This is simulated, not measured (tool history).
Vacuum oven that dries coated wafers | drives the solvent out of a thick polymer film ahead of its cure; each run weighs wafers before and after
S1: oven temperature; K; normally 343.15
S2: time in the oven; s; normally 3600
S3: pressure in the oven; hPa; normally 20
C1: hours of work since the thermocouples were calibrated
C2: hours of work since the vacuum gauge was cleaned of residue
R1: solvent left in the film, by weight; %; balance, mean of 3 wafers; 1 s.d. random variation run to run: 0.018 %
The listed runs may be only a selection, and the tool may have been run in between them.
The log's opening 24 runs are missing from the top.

run	hour	S1	S2	S3	C1	C2	R1
25	914.2	331.15	2820	36.6	165	47	3.86
26	950.3	331.15	2820	36.6	182	63	3.83
27	976.2	331.15	2820	36.6	193	75	3.83
28	1024.8	348.15	5160	20	215	97	0.47
29	1077.1	355.15	5040	20	238	120	0.37
30	1126.2	354.15	6240	20	260	142	0.36
31	1158.9	354.15	6240	20	275	157	0.32
32	1192.3	352.15	6240	12	290	172	0.21
33	1225.1	333.15	3420	34.2	305	186	2.92

Branching from run 33: 3 alternative next runs. What would each branch give?
A	1270.4	349.15	3420	39.2	325	207	?
B	1270.4	333.15	3000	34.2	325	207	?
C	1270.4	332.15	3300	34.2	325	207	?

run	R1
A	1.06
B	3.3
C	3.13
Without the tool's hidden state the same runs would have given:
run	R1
A	0.99
B	3.11
C	2.94

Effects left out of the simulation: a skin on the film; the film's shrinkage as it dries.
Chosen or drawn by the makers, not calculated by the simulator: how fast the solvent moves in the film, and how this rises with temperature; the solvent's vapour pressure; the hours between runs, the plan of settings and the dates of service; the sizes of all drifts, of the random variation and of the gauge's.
